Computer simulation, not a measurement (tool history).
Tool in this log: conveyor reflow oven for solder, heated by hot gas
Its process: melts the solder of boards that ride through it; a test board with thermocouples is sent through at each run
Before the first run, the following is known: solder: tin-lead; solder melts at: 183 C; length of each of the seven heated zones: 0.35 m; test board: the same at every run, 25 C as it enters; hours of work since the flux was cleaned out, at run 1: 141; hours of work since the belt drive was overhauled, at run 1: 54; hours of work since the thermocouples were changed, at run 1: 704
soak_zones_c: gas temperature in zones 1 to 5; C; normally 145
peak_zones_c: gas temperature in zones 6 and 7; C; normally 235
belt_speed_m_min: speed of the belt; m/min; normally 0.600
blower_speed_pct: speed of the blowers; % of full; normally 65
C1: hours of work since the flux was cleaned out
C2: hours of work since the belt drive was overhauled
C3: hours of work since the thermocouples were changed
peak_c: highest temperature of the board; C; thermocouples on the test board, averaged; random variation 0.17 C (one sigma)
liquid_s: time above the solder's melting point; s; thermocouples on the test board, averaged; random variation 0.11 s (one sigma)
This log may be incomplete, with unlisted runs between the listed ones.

{"run": 1, "hour": 0.0, "soak_zones_c": 145, "peak_zones_c": 235, "belt_speed_m_min": 0.6, "blower_speed_pct": 65, "C1": 141, "C2": 54, "C3": 704, "peak_c": 217.3, "liquid_s": 55.0}
{"run": 2, "hour": 29.2, "soak_zones_c": 145, "peak_zones_c": 235, "belt_speed_m_min": 0.6, "blower_speed_pct": 65, "C1": 153, "C2": 65, "C3": 716, "peak_c": 217.5, "liquid_s": 54.8}
{"run": 3, "hour": 80.5, "soak_zones_c": 145, "peak_zones_c": 235, "belt_speed_m_min": 0.6, "blower_speed_pct": 58, "C1": 174, "C2": 86, "C3": 737, "peak_c": 215.4, "liquid_s": 53.6}
{"run": 4, "hour": 146.3, "soak_zones_c": 145, "peak_zones_c": 245, "belt_speed_m_min": 0.6, "blower_speed_pct": 65, "C1": 201, "C2": 113, "C3": 764, "peak_c": 225.5, "liquid_s": 60.0}
{"run": 5, "hour": 174.4, "soak_zones_c": 145, "peak_zones_c": 245, "belt_speed_m_min": 0.6, "blower_speed_pct": 65, "C1": 213, "C2": 125, "C3": 775, "peak_c": 225.3, "liquid_s": 60.1}
{"run": 6, "hour": 218.4, "soak_zones_c": 145, "peak_zones_c": 245, "belt_speed_m_min": 0.6, "blower_speed_pct": 65, "C1": 231, "C2": 143, "C3": 793, "peak_c": 225.1, "liquid_s": 59.9}
{"run": 7, "hour": 264.4, "soak_zones_c": 145, "peak_zones_c": 245, "belt_speed_m_min": 0.6, "blower_speed_pct": 65, "C1": 249, "C2": 161, "C3": 812, "peak_c": 225.0, "liquid_s": 59.8}
{"run": 8, "hour": 307.5, "soak_zones_c": 145, "peak_zones_c": 245, "belt_speed_m_min": 0.6, "blower_speed_pct": 65, "C1": 267, "C2": 179, "C3": 830, "peak_c": 224.8, "liquid_s": 59.5}
{"run": 9, "hour": 362.1, "soak_zones_c": 145, "peak_zones_c": 245, "belt_speed_m_min": 0.6, "blower_speed_pct": 65, "C1": 289, "C2": 201, "C3": 852, "peak_c": 224.9, "liquid_s": 59.7}
{"run": 10, "hour": 392.3, "soak_zones_c": 158, "peak_zones_c": 245, "belt_speed_m_min": 0.6, "blower_speed_pct": 65, "C1": 302, "C2": 214, "C3": 864, "peak_c": 227.1, "liquid_s": 66.0}
{"run": 11, "hour": 440.7, "soak_zones_c": 158, "peak_zones_c": 245, "belt_speed_m_min": 0.6, "blower_speed_pct": 65, "C1": 321, "C2": 234, "C3": 884, "peak_c": 227.0, "liquid_s": 65.8}
{"run": 12, "hour": 471.8, "soak_zones_c": 145, "peak_zones_c": 235, "belt_speed_m_min": 0.6, "blower_speed_pct": 65, "C1": 334, "C2": 246, "C3": 897, "peak_c": 216.1, "liquid_s": 53.7}
{"hour": 519.5, "done": "flux residue cleaned out of gas plates and filters"}
{"run": 13, "hour": 521.0, "soak_zones_c": 149, "peak_zones_c": 235, "belt_speed_m_min": 0.6, "blower_speed_pct": 65, "C1": 1, "C2": 264, "C3": 915, "peak_c": 218.1, "liquid_s": 57.3}
{"run": 14, "hour": 556.5, "soak_zones_c": 145, "peak_zones_c": 235, "belt_speed_m_min": 0.6, "blower_speed_pct": 65, "C1": 15, "C2": 279, "C3": 929, "peak_c": 217.6, "liquid_s": 54.9}
{"hour": 567.8, "done": "thermocouples of zones 6 and 7 changed"}
{"run": 15, "hour": 586.5, "soak_zones_c": 145, "peak_zones_c": 235, "belt_speed_m_min": 0.6, "blower_speed_pct": 65, "C1": 27, "C2": 290, "C3": 8, "peak_c": 219.5, "liquid_s": 56.7}
{"run": 16, "hour": 629.5, "soak_zones_c": 149, "peak_zones_c": 232, "belt_speed_m_min": 0.662, "blower_speed_pct": 65, "C1": 44, "C2": 308, "C3": 25, "peak_c": 214.5, "liquid_s": 49.3}
{"run": 17, "hour": 659.5, "soak_zones_c": 145, "peak_zones_c": 247, "belt_speed_m_min": 0.6, "blower_speed_pct": 75, "C1": 56, "C2": 320, "C3": 37, "peak_c": 231.6, "liquid_s": 63.6}
{"run": 18, "hour": 715.5, "soak_zones_c": 137, "peak_zones_c": 229, "belt_speed_m_min": 0.514, "blower_speed_pct": 75, "C1": 79, "C2": 343, "C3": 60, "peak_c": 218.3, "liquid_s": 64.0}
{"run": 19, "hour": 784.5, "soak_zones_c": 145, "peak_zones_c": 235, "belt_speed_m_min": 0.481, "blower_speed_pct": 65, "C1": 107, "C2": 371, "C3": 89, "peak_c": 224.9, "liquid_s": 75.6}
{"run": 20, "hour": 852.9, "soak_zones_c": 145, "peak_zones_c": 235, "belt_speed_m_min": 0.6, "blower_speed_pct": 79, "C1": 135, "C2": 399, "C3": 116, "peak_c": 221.4, "liquid_s": 58.2}
{"run": 21, "hour": 890.7, "soak_zones_c": 149, "peak_zones_c": 235, "belt_speed_m_min": 0.55, "blower_speed_pct": 52, "C1": 151, "C2": 414, "C3": 132, "peak_c": 219.5, "liquid_s": 63.4}
{"hour": 898.2, "done": "belt drive overhauled, speed set with a stopwatch"}
{"run": 22, "hour": 949.8, "soak_zones_c": 154, "peak_zones_c": 244, "belt_speed_m_min": 0.6, "blower_speed_pct": 65, "C1": 173, "C2": 21, "C3": 154, "peak_c": 227.9, "liquid_s": 65.0}
{"run": 23, "hour": 978.5, "soak_zones_c": 154, "peak_zones_c": 244, "belt_speed_m_min": 0.6, "blower_speed_pct": 65, "C1": 185, "C2": 33, "C3": 166, "peak_c": 228.4, "liquid_s": 65.1}
{"run": 24, "hour": 1027.2, "soak_zones_c": 144, "peak_zones_c": 235, "belt_speed_m_min": 0.544, "blower_speed_pct": 65, "C1": 205, "C2": 53, "C3": 186, "peak_c": 221.0, "liquid_s": 63.8}
{"hour": 1067.6, "done": "belt drive overhauled, speed set with a stopwatch, once more"}
{"run": 25, "hour": 1069.8, "soak_zones_c": 152, "peak_zones_c": 238, "belt_speed_m_min": 0.544, "blower_speed_pct": 79, "C1": 221, "C2": 1, "C3": 202, "peak_c": 226.4, "liquid_s": 69.9}
{"run": 26, "hour": 1122.8, "soak_zones_c": 152, "peak_zones_c": 238, "belt_speed_m_min": 0.544, "blower_speed_pct": 79, "C1": 242, "C2": 23, "C3": 223, "peak_c": 226.4, "liquid_s": 69.7}
{"run": 27, "hour": 1183.9, "soak_zones_c": 145, "peak_zones_c": 235, "belt_speed_m_min": 0.676, "blower_speed_pct": 62, "C1": 267, "C2": 47, "C3": 248, "peak_c": 213.2, "liquid_s": 45.0}
{"run": 28, "hour": 1247.4, "soak_zones_c": 145, "peak_zones_c": 246, "belt_speed_m_min": 0.613, "blower_speed_pct": 65, "C1": 293, "C2": 73, "C3": 274, "peak_c": 226.4, "liquid_s": 58.9}
{"run": 29, "hour": 1286.0, "soak_zones_c": 135, "peak_zones_c": 235, "belt_speed_m_min": 0.618, "blower_speed_pct": 65, "C1": 309, "C2": 89, "C3": 290, "peak_c": 214.7, "liquid_s": 47.6}
{"run": 30, "hour": 1319.1, "soak_zones_c": 135, "peak_zones_c": 235, "belt_speed_m_min": 0.618, "blower_speed_pct": 65, "C1": 323, "C2": 103, "C3": 304, "peak_c": 214.7, "liquid_s": 47.5}

3 options for the next run, each taken on its own from the tool as it stands now. Forecast them:
{"run": "A", "hour": 1375.9, "soak_zones_c": 135, "peak_zones_c": 238, "belt_speed_m_min": 0.493, "blower_speed_pct": 65, "C1": 346, "C2": 126, "C3": 327, "peak_c": "?", "liquid_s": "?"}
{"run": "B", "hour": 1375.9, "soak_zones_c": 155, "peak_zones_c": 235, "belt_speed_m_min": 0.603, "blower_speed_pct": 65, "C1": 346, "C2": 126, "C3": 327, "peak_c": "?", "liquid_s": "?"}
{"run": "C", "hour": 1375.9, "soak_zones_c": 145, "peak_zones_c": 235, "belt_speed_m_min": 0.708, "blower_speed_pct": 65, "C1": 346, "C2": 126, "C3": 327, "peak_c": "?", "liquid_s": "?"}

run=A peak_c=223.9 liquid_s=69.1
run=B peak_c=218.7 liquid_s=59.5
run=C peak_c=211.5 liquid_s=41.7
With the hidden condition removed and each run's random variation left untouched, the same runs would have given:
run=A peak_c=226.6 liquid_s=71.1
run=B peak_c=221.4 liquid_s=61.3
run=C peak_c=214.7 liquid_s=44.3
